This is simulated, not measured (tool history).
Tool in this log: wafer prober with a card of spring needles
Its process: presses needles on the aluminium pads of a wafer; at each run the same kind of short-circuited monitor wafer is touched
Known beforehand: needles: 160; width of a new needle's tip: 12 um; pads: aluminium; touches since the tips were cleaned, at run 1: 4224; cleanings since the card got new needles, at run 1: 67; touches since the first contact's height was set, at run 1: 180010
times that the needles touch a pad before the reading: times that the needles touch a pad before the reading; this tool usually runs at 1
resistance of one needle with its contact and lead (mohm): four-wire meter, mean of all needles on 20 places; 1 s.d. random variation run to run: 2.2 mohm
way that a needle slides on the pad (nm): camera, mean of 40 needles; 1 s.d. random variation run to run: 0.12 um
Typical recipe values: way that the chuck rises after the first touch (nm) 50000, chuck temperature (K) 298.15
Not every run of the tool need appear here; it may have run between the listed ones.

run	hour	way that the chuck rises after the first touch (nm)	chuck temperature (K)	times that the needles touch a pad before the reading	touches since the tips were cleaned	cleanings since the card got new needles	touches since the first contact's height was set	resistance of one needle with its contact and lead (mohm)	way that a needle slides on the pad (nm)
1	0	50000	298.15	1	4224	67	180010	303	8620
# hour 2.5: tips cleaned on abrasive film
# hour 14.4: tips cleaned on abrasive film
# hour 26.4: tips cleaned on abrasive film
# hour 38.3: tips cleaned on abrasive film
2	44	50000	298.15	1	2873	71	202279	283	8800
# hour 48.8: tips cleaned on abrasive film
# hour 58.4: tips cleaned on abrasive film
# hour 63.4: height of the first contact set anew
# hour 70.6: tips cleaned on abrasive film
# hour 82.6: tips cleaned on abrasive film
# hour 94.6: tips cleaned on abrasive film
3	99.1	50000	298.15	1	2346	76	18106	286	9060
# hour 106.4: tips cleaned on abrasive film
# hour 118.3: tips cleaned on abrasive film
# hour 127.9: tips cleaned on abrasive film
4	130.2	50000	298.15	1	1176	79	33830	263	9100
# hour 139.8: tips cleaned on abrasive film
# hour 149.4: tips cleaned on abrasive film
# hour 161.3: tips cleaned on abrasive film
# hour 173.3: tips cleaned on abrasive film
5	179.2	50000	298.15	1	3025	83	58677	286	8940
# hour 184.1: tips cleaned on abrasive film
# hour 196: tips cleaned on abrasive film
# hour 208: tips cleaned on abrasive film
# hour 219.9: tips cleaned on abrasive film
# hour 231.9: tips cleaned on abrasive film
6	235	50000	298.15	1	1600	88	86949	269	8890
# hour 242.2: tips cleaned on abrasive film
# hour 254.2: tips cleaned on abrasive film
# hour 263.8: tips cleaned on abrasive film
# hour 275.7: tips cleaned on abrasive film
# hour 287.7: tips cleaned on abrasive film
7	292	50000	298.15	3	2200	93	115819	255	8610
# hour 299.2: tips cleaned on abrasive film
# hour 308.8: tips cleaned on abrasive film
# hour 320.7: tips cleaned on abrasive film
# hour 332.7: tips cleaned on abrasive film
# hour 342.3: tips cleaned on abrasive film
8	343.8	50000	298.15	3	793	98	142071	252	8680
# hour 353.4: tips cleaned on abrasive film
# hour 363: tips cleaned on abrasive film
# hour 375: tips cleaned on abrasive film
# hour 386.9: tips cleaned on abrasive film
9	394.5	50000	298.15	1	3881	102	167774	305	8360
# hour 397: tips cleaned on abrasive film
# hour 406.6: tips cleaned on abrasive film
# hour 416.2: tips cleaned on abrasive film
# hour 428.1: tips cleaned on abrasive film
# hour 437.7: tips cleaned on abrasive film
# hour 447.7: tips cleaned on abrasive film
10	447.7	50000	298.15	1	0	108	194641	254	8460
# hour 457.3: tips cleaned on abrasive film
# hour 466.8: tips cleaned on abrasive film
# hour 478.8: tips cleaned on abrasive film
# hour 483.8: height of the first contact set anew
# hour 491.1: tips cleaned on abrasive film
11	497.4	50000	298.15	2	3235	112	6873	275	9270
# hour 502.2: tips cleaned on abrasive film
# hour 514.2: tips cleaned on abrasive film
# hour 525: tips cleaned on abrasive film
12	525	50000	298.15	2	0	115	20831	245	9160
# hour 537: tips cleaned on abrasive film
# hour 548.9: tips cleaned on abrasive film
# hour 559.1: tips cleaned on abrasive film
13	559.1	50000	298.15	2	0	118	38113	249	8930
# hour 571.1: tips cleaned on abrasive film
# hour 583: tips cleaned on abrasive film
# hour 595: tips cleaned on abrasive film
# hour 606.9: tips cleaned on abrasive film
14	612.2	50000	298.15	2	2694	122	65053	276	9120
# hour 617: tips cleaned on abrasive film
# hour 629: tips cleaned on abrasive film
# hour 641: tips cleaned on abrasive film
# hour 650.5: tips cleaned on abrasive film
# hour 662.5: tips cleaned on abrasive film
15	664.5	64000	315.15	2	1020	127	91533	254	11420
# hour 674.1: tips cleaned on abrasive film
# hour 686: tips cleaned on abrasive film
# hour 698: tips cleaned on abrasive film
16	702.5	55000	298.15	1	2280	130	110786	282	9970
# hour 709.7: tips cleaned on abrasive film
# hour 719.3: tips cleaned on abrasive film
# hour 731.2: tips cleaned on abrasive film
# hour 743.2: tips cleaned on abrasive film
# hour 755.1: tips cleaned on abrasive film
17	764	50000	306.15	1	4537	135	141995	313	8760
# hour 766.5: tips cleaned on abrasive film
# hour 776.1: tips cleaned on abrasive film
# hour 788: tips cleaned on abrasive film
18	795.5	50000	306.15	1	3844	138	157962	314	8720
# hour 798: tips cleaned on abrasive film
# hour 810: tips cleaned on abrasive film
# hour 821.9: tips cleaned on abrasive film
# hour 832.1: tips cleaned on abrasive film
19	832.1	50000	313.15	1	0	142	176463	257	8450
# hour 844.1: tips cleaned on abrasive film
# hour 856: tips cleaned on abrasive film
# hour 866.7: tips cleaned on abrasive film
20	866.7	50000	328.15	1	0	145	193998	257	8360
# hour 878.7: tips cleaned on abrasive film
# hour 890.6: tips cleaned on abrasive film
# hour 900.2: tips cleaned on abrasive film
# hour 902.9: height of the first contact set anew
21	905.4	50000	328.15	1	2469	148	1257	297	9450
# hour 910.2: tips cleaned on abrasive film
# hour 922.2: tips cleaned on abrasive film
# hour 934.1: tips cleaned on abrasive film
22	936.1	50000	328.15	1	1014	151	16825	283	9220
# hour 945.7: tips cleaned on abrasive film
# hour 957.7: tips cleaned on abrasive film
# hour 969.6: tips cleaned on abrasive film
23	971.9	35000	321.15	1	1151	154	34949	302	6190
# hour 981.5: tips cleaned on abrasive film
# hour 991: tips cleaned on abrasive film
# hour 1003: tips cleaned on abrasive film
# hour 1013.1: tips cleaned on abrasive film
24	1013.1	54000	315.15	1	0	158	55797	257	9600
# hour 1025: tips cleaned on abrasive film
# hour 1034.6: tips cleaned on abrasive film
# hour 1046.6: tips cleaned on abrasive film
# hour 1058.5: tips cleaned on abrasive film
25	1065	45000	298.15	1	3305	162	82136	329	7780
# hour 1069.8: tips cleaned on abrasive film
# hour 1081.8: tips cleaned on abrasive film
# hour 1091.4: tips cleaned on abrasive film
26	1100.5	45000	322.15	1	4689	165	100160	346	7890
# hour 1103: tips cleaned on abrasive film
# hour 1115: tips cleaned on abrasive film
# hour 1126.9: tips cleaned on abrasive film
27	1130	52000	298.15	1	1554	168	115050	280	9270

What differs in the tool's unlogged condition from the final listed run ahead of each entry between runs to the first listed run following it?
Run 1 -> run 2: tips cleaned on abrasive film (hour 2.5); tips cleaned on abrasive film (hour 14.4); tips cleaned on abrasive film (hour 26.4); tips cleaned on abrasive film (hour 38.3)
  debris on the tips, nm: 111.6 -> 83.9; way that the needles fall short of the set height, um: 3.09 -> 3.5; tips' diameter, um: 14.53 -> 14.67
  what was measured, less what the result would be without the hidden state, resistance of one needle with its contact and lead (mohm): +59 -> +45; way that a needle slides on the pad (nm): -570 -> -650
Run 2 -> run 3: tips cleaned on abrasive film (hour 48.8); tips cleaned on abrasive film (hour 58.4); height of the first contact set anew (hour 63.4); tips cleaned on abrasive film (hour 70.6); tips cleaned on abrasive film (hour 82.6); tips cleaned on abrasive film (hour 94.6)
  debris on the tips, nm: 83.9 -> 77.4; way that the needles fall short of the set height, um: 3.5 -> 0.41; tips' diameter, um: 14.67 -> 14.9
  what was measured, less what the result would be without the hidden state, resistance of one needle with its contact and lead (mohm): +45 -> +39; way that a needle slides on the pad (nm): -650 -> -80
Run 3 -> run 4: tips cleaned on abrasive film (hour 106.4); tips cleaned on abrasive film (hour 118.3); tips cleaned on abrasive film (hour 127.9)
  debris on the tips, nm: 77.4 -> 47.4; way that the needles fall short of the set height, um: 0.41 -> 0.81; tips' diameter, um: 14.9 -> 15.04
  what was measured, less what the result would be without the hidden state, resistance of one needle with its contact and lead (mohm): +39 -> +25; way that a needle slides on the pad (nm): -80 -> -150
Run 4 -> run 5: tips cleaned on abrasive film (hour 139.8); tips cleaned on abrasive film (hour 149.4); tips cleaned on abrasive film (hour 161.3); tips cleaned on abrasive film (hour 173.3)
  debris on the tips, nm: 47.4 -> 89.5; way that the needles fall short of the set height, um: 0.81 -> 1.23; tips' diameter, um: 15.04 -> 15.19
  what was measured, less what the result would be without the hidden state, resistance of one needle with its contact and lead (mohm): +25 -> +46; way that a needle slides on the pad (nm): -150 -> -220
Run 5 -> run 6: tips cleaned on abrasive film (hour 184.1); tips cleaned on abrasive film (hour 196); tips cleaned on abrasive film (hour 208); tips cleaned on abrasive film (hour 219.9); tips cleaned on abrasive film (hour 231.9)
  debris on the tips, nm: 89.5 -> 52.3; way that the needles fall short of the set height, um: 1.23 -> 1.76; tips' diameter, um: 15.19 -> 15.38
  what was measured, less what the result would be without the hidden state, resistance of one needle with its contact and lead (mohm): +46 -> +29; way that a needle slides on the pad (nm): -220 -> -320
Run 6 -> run 7: tips cleaned on abrasive film (hour 242.2); tips cleaned on abrasive film (hour 254.2); tips cleaned on abrasive film (hour 263.8); tips cleaned on abrasive film (hour 275.7); tips cleaned on abrasive film (hour 287.7)
  debris on the tips, nm: 52.3 -> 77.2; way that the needles fall short of the set height, um: 1.76 -> 2.3; tips' diameter, um: 15.38 -> 15.56
  what was measured, less what the result would be without the hidden state, resistance of one needle with its contact and lead (mohm): +29 -> +17; way that a needle slides on the pad (nm): -320 -> -420
Run 7 -> run 8: tips cleaned on abrasive film (hour 299.2); tips cleaned on abrasive film (hour 308.8); tips cleaned on abrasive film (hour 320.7); tips cleaned on abrasive film (hour 332.7); tips cleaned on abrasive film (hour 342.3)
  debris on the tips, nm: 77.2 -> 37.1; way that the needles fall short of the set height, um: 2.3 -> 2.89; tips' diameter, um: 15.56 -> 15.77
  what was measured, less what the result would be without the hidden state, resistance of one needle with its contact and lead (mohm): +17 -> +10; way that a needle slides on the pad (nm): -420 -> -530
Run 8 -> run 9: tips cleaned on abrasive film (hour 353.4); tips cleaned on abrasive film (hour 363); tips cleaned on abrasive film (hour 375); tips cleaned on abrasive film (hour 386.9)
  debris on the tips, nm: 37.1 -> 106.6; way that the needles fall short of the set height, um: 2.89 -> 3.39; tips' diameter, um: 15.77 -> 15.95
  what was measured, less what the result would be without the hidden state, resistance of one needle with its contact and lead (mohm): +10 -> +64; way that a needle slides on the pad (nm): -530 -> -620
Run 9 -> run 10: tips cleaned on abrasive film (hour 397); tips cleaned on abrasive film (hour 406.6); tips cleaned on abrasive film (hour 416.2); tips cleaned on abrasive film (hour 428.1); tips cleaned on abrasive film (hour 437.7); tips cleaned on abrasive film (hour 447.7)
  debris on the tips, nm: 106.6 -> 12.8; way that the needles fall short of the set height, um: 3.39 -> 4.14; tips' diameter, um: 15.95 -> 16.21
  what was measured, less what the result would be without the hidden state, resistance of one needle with its contact and lead (mohm): +64 -> +11; way that a needle slides on the pad (nm): -620 -> -760
Run 10 -> run 11: tips cleaned on abrasive film (hour 457.3); tips cleaned on abrasive film (hour 466.8); tips cleaned on abrasive film (hour 478.8); height of the first contact set anew (hour 483.8); tips cleaned on abrasive film (hour 491.1)
  debris on the tips, nm: 12.8 -> 101; way that the needles fall short of the set height, um: 4.14 -> 0.14; tips' diameter, um: 16.21 -> 16.37
  what was measured, less what the result would be without the hidden state, resistance of one needle with its contact and lead (mohm): +11 -> +34; way that a needle slides on the pad (nm): -760 -> -30
Run 11 -> run 12: tips cleaned on abrasive film (hour 502.2); tips cleaned on abrasive film (hour 514.2); tips cleaned on abrasive film (hour 525)
  debris on the tips, nm: 101 -> 6.4; way that the needles fall short of the set height, um: 0.14 -> 0.47; tips' diameter, um: 16.37 -> 16.49
  what was measured, less what the result would be without the hidden state, resistance of one needle with its contact and lead (mohm): +34 -> +5; way that a needle slides on the pad (nm): -30 -> -90
Run 12 -> run 13: tips cleaned on abrasive film (hour 537); tips cleaned on abrasive film (hour 548.9); tips cleaned on abrasive film (hour 559.1)
  debris on the tips, nm: 6.4 -> 7.9; way that the needles fall short of the set height, um: 0.47 -> 0.8; tips' diameter, um: 16.49 -> 16.6
  what was measured, less what the result would be without the hidden state, resistance of one needle with its contact and lead (mohm): +5 -> +6; way that a needle slides on the pad (nm): -90 -> -150
Run 13 -> run 14: tips cleaned on abrasive film (hour 571.1); tips cleaned on abrasive film (hour 583); tips cleaned on abrasive film (hour 595); tips cleaned on abrasive film (hour 606.9)
  debris on the tips, nm: 7.9 -> 74.7; way that the needles fall short of the set height, um: 0.8 -> 1.32; tips' diameter, um: 16.6 -> 16.78
  what was measured, less what the result would be without the hidden state, resistance of one needle with its contact and lead (mohm): +6 -> +29; way that a needle slides on the pad (nm): -150 -> -240
Run 14 -> run 15: tips cleaned on abrasive film (hour 617); tips cleaned on abrasive film (hour 629); tips cleaned on abrasive film (hour 641); tips cleaned on abrasive film (hour 650.5); tips cleaned on abrasive film (hour 662.5)
  debris on the tips, nm: 74.7 -> 42.7; way that the needles fall short of the set height, um: 1.32 -> 1.89; tips' diameter, um: 16.78 -> 16.99
  what was measured, less what the result would be without the hidden state, resistance of one needle with its contact and lead (mohm): +29 -> +11; way that a needle slides on the pad (nm): -240 -> -350
Run 15 -> run 16: tips cleaned on abrasive film (hour 674.1); tips cleaned on abrasive film (hour 686); tips cleaned on abrasive film (hour 698)
  debris on the tips, nm: 42.7 -> 69.3; way that the needles fall short of the set height, um: 1.89 -> 2.25; tips' diameter, um: 16.99 -> 17.11
  what was measured, less what the result would be without the hidden state, resistance of one needle with its contact and lead (mohm): +11 -> +39; way that a needle slides on the pad (nm): -350 -> -420
Run 16 -> run 17: tips cleaned on abrasive film (hour 709.7); tips cleaned on abrasive film (hour 719.3); tips cleaned on abrasive film (hour 731.2); tips cleaned on abrasive film (hour 743.2); tips cleaned on abrasive film (hour 755.1)
  debris on the tips, nm: 69.3 -> 106; way that the needles fall short of the set height, um: 2.25 -> 2.81; tips' diameter, um: 17.11 -> 17.31
  what was measured, less what the result would be without the hidden state, resistance of one needle with its contact and lead (mohm): +39 -> +69; way that a needle slides on the pad (nm): -420 -> -520
Run 17 -> run 18: tips cleaned on abrasive film (hour 766.5); tips cleaned on abrasive film (hour 776.1); tips cleaned on abrasive film (hour 788)
  debris on the tips, nm: 106 -> 105.4; way that the needles fall short of the set height, um: 2.81 -> 3.19; tips' diameter, um: 17.31 -> 17.44
  what was measured, less what the result would be without the hidden state, resistance of one needle with its contact and lead (mohm): +69 -> +71; way that a needle slides on the pad (nm): -520 -> -600
Run 18 -> run 19: tips cleaned on abrasive film (hour 798); tips cleaned on abrasive film (hour 810); tips cleaned on abrasive film (hour 821.9); tips cleaned on abrasive film (hour 832.1)
  debris on the tips, nm: 105.4 -> 9.6; way that the needles fall short of the set height, um: 3.19 -> 3.62; tips' diameter, um: 17.44 -> 17.59
  what was measured, less what the result would be without the hidden state, resistance of one needle with its contact and lead (mohm): +71 -> +10; way that a needle slides on the pad (nm): -600 -> -670
Run 19 -> run 20: tips cleaned on abrasive film (hour 844.1); tips cleaned on abrasive film (hour 856); tips cleaned on abrasive film (hour 866.7)
  debris on the tips, nm: 9.6 -> 6.4; way that the needles fall short of the set height, um: 3.62 -> 4.01; tips' diameter, um: 17.59 -> 17.73
  what was measured, less what the result would be without the hidden state, resistance of one needle with its contact and lead (mohm): +10 -> +9; way that a needle slides on the pad (nm): -670 -> -740
Run 20 -> run 21: tips cleaned on abrasive film (hour 878.7); tips cleaned on abrasive film (hour 890.6); tips cleaned on abrasive film (hour 900.2); height of the first contact set anew (hour 902.9)
  debris on the tips, nm: 6.4 -> 82.4; way that the needles fall short of the set height, um: 4.01 -> 0; tips' diameter, um: 17.73 -> 17.85
  what was measured, less what the result would be without the hidden state, resistance of one needle with its contact and lead (mohm): +9 -> +50; way that a needle slides on the pad (nm): -740 -> +0
Run 21 -> run 22: tips cleaned on abrasive film (hour 910.2); tips cleaned on abrasive film (hour 922.2); tips cleaned on abrasive film (hour 934.1)
  debris on the tips, nm: 82.4 -> 49.9; way that the needles fall short of the set height, um: 0 -> 0.36; tips' diameter, um: 17.85 -> 17.97
  what was measured, less what the result would be without the hidden state, resistance of one needle with its contact and lead (mohm): +50 -> +32; way that a needle slides on the pad (nm): +0 -> -70
Run 22 -> run 23: tips cleaned on abrasive film (hour 945.7); tips cleaned on abrasive film (hour 957.7); tips cleaned on abrasive film (hour 969.6)
  debris on the tips, nm: 49.9 -> 38.2; way that the needles fall short of the set height, um: 0.36 -> 0.72; tips' diameter, um: 17.97 -> 18.1
  what was measured, less what the result would be without the hidden state, resistance of one needle with its contact and lead (mohm): +32 -> +49; way that a needle slides on the pad (nm): -70 -> -130
Run 23 -> run 24: tips cleaned on abrasive film (hour 981.5); tips cleaned on abrasive film (hour 991); tips cleaned on abrasive film (hour 1003); tips cleaned on abrasive film (hour 1013.1)
  debris on the tips, nm: 38.2 -> 13.5; way that the needles fall short of the set height, um: 0.72 -> 1.19; tips' diameter, um: 18.1 -> 18.26
  what was measured, less what the result would be without the hidden state, resistance of one needle with its contact and lead (mohm): +49 -> +11; way that a needle slides on the pad (nm): -130 -> -220
Run 24 -> run 25: tips cleaned on abrasive film (hour 1025); tips cleaned on abrasive film (hour 1034.6); tips cleaned on abrasive film (hour 1046.6); tips cleaned on abrasive film (hour 1058.5)
  debris on the tips, nm: 13.5 -> 98.2; way that the needles fall short of the set height, um: 1.19 -> 1.62; tips' diameter, um: 18.26 -> 18.41
  what was measured, less what the result would be without the hidden state, resistance of one needle with its contact and lead (mohm): +11 -> +82; way that a needle slides on the pad (nm): -220 -> -300
Run 25 -> run 26: tips cleaned on abrasive film (hour 1069.8); tips cleaned on abrasive film (hour 1081.8); tips cleaned on abrasive film (hour 1091.4)
  debris on the tips, nm: 98.2 -> 118.4; way that the needles fall short of the set height, um: 1.62 -> 1.94; tips' diameter, um: 18.41 -> 18.53
  what was measured, less what the result would be without the hidden state, resistance of one needle with its contact and lead (mohm): +82 -> +98; way that a needle slides on the pad (nm): -300 -> -360
Run 26 -> run 27: tips cleaned on abrasive film (hour 1103); tips cleaned on abrasive film (hour 1115); tips cleaned on abrasive film (hour 1126.9)
  debris on the tips, nm: 118.4 -> 59.4; way that the needles fall short of the set height, um: 1.94 -> 2.25; tips' diameter, um: 18.53 -> 18.63
  what was measured, less what the result would be without the hidden state, resistance of one needle with its contact and lead (mohm): +98 -> +41; way that a needle slides on the pad (nm): -360 -> -420
